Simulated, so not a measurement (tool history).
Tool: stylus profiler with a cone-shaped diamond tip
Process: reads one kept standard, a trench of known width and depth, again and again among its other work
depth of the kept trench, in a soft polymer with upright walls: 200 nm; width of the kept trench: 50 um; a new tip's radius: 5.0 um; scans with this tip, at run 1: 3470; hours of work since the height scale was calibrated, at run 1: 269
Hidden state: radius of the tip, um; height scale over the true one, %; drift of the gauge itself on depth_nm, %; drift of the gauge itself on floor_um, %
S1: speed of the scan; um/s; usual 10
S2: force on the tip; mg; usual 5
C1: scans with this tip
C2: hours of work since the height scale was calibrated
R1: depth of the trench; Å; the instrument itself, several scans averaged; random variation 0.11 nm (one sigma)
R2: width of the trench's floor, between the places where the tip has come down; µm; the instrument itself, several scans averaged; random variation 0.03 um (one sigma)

run 1 day=0 | S1=10 S2=5 | C1=3470 C2=269 | R1=2041.7 R2=46.93
run 2 day=1.167 | S1=3 S2=5 | C1=3682 C2=286 | R1=2041 R2=46.95
run 3 day=1.875 | S1=3 S2=5 | C1=3811 C2=296 | R1=2044.4 R2=46.9
run 4 day=2.629 | S1=3 S2=5 | C1=3947 C2=306 | R1=2044.8 R2=46.89
run 5 day=4.254 | S1=10 S2=5 | C1=4242 C2=329 | R1=2042.3 R2=46.84
run 6 day=4.954 | S1=10 S2=5 | C1=4370 C2=339 | R1=2043.6 R2=46.74
run 7 day=6.388 | S1=10 S2=5 | C1=4630 C2=359 | R1=2041.5 R2=46.76
run 8 day=7.925 | S1=10 S2=5 | C1=4910 C2=381 | R1=2043 R2=46.76
run 9 day=9.417 | S1=10 S2=5 | C1=5181 C2=402 | R1=2045.2 R2=46.69
run 10 day=10.6 | S1=9 S2=5 | C1=5397 C2=419 | R1=2044.2 R2=46.78
run 11 day=11.583 | S1=5 S2=5 | C1=5575 C2=433 | R1=2044.9 R2=46.72
run 12 day=13.158 | S1=10 S2=1.86 | C1=5861 C2=455 | R1=2027 R2=46.72
run 13 day=14.158 | S1=10 S2=5 | C1=6043 C2=469 | R1=2044.8 R2=46.76
run 14 day=14.967 | S1=10 S2=5 | C1=6190 C2=481 | R1=2043.6 R2=46.69
run 15 day=16.092 | S1=10 S2=5 | C1=6394 C2=496 | R1=2044.8 R2=46.66
run 16 day=17.412 | S1=4 S2=5.28 | C1=6634 C2=515 | R1=2046.6 R2=46.69
run 17 day=18.208 | S1=7 S2=4.77 | C1=6780 C2=526 | R1=2044.7 R2=46.68
run 18 day=19.296 | S1=10 S2=3.91 | C1=6977 C2=542 | R1=2038.7 R2=46.57
run 19 day=20.675 | S1=25 S2=12.93 | C1=7228 C2=561 | R1=2079 R2=46.63
run 20 day=22.025 | S1=25 S2=2.8 | C1=7473 C2=580 | R1=2033.6 R2=46.55
run 21 day=23.362 | S1=25 S2=2.8 | C1=7716 C2=599 | R1=2030.8 R2=46.53
run 22 day=24.417 | S1=15 S2=4.9 | C1=7908 C2=614 | R1=2044.6 R2=46.57
run 23 day=25.95 | S1=7 S2=2.62 | C1=8186 C2=635 | R1=2031 R2=46.56
run 24 day=27.217 | S1=10 S2=7.74 | C1=8417 C2=653 | R1=2059.3 R2=46.56
run 25 day=28.133 | S1=10 S2=9.15 | C1=8583 C2=666 | R1=2065.4 R2=46.51
run 26 day=29.083 | S1=2 S2=7.33 | C1=8756 C2=680 | R1=2058.3 R2=46.57
run 27 day=30.667 | S1=2 S2=7.33 | C1=9043 C2=702 | R1=2058.5 R2=46.51
run 28 day=32.117 | S1=36 S2=3.85 | C1=9307 C2=723 | R1=2040.4 R2=46.39
run 29 day=32.804 | S1=10 S2=2 | C1=9433 C2=732 | R1=2026.8 R2=46.43
run 30 day=34.196 | S1=3 S2=4.37 | C1=9685 C2=752 | R1=2044.5 R2=46.51

3 ways to go on from here, each from the tool as it stands after run 30. What would each give?
run A day=35.246 | S1=16 S2=4.82 | C1=9876 C2=767 | R1=? R2=?
run B day=35.246 | S1=27 S2=6.07 | C1=9876 C2=767 | R1=? R2=?
run C day=35.246 | S1=8 S2=5 | C1=9876 C2=767 | R1=? R2=?

run=A R1=2046.3 R2=46.41
run=B R1=2050.9 R2=46.47
run=C R1=2046.8 R2=46.47
Without the tool's hidden state the same runs would have given:
run=A R1=2038.5 R2=47.13
run=B R1=2043 R2=47.2
run=C R1=2038.9 R2=47.19
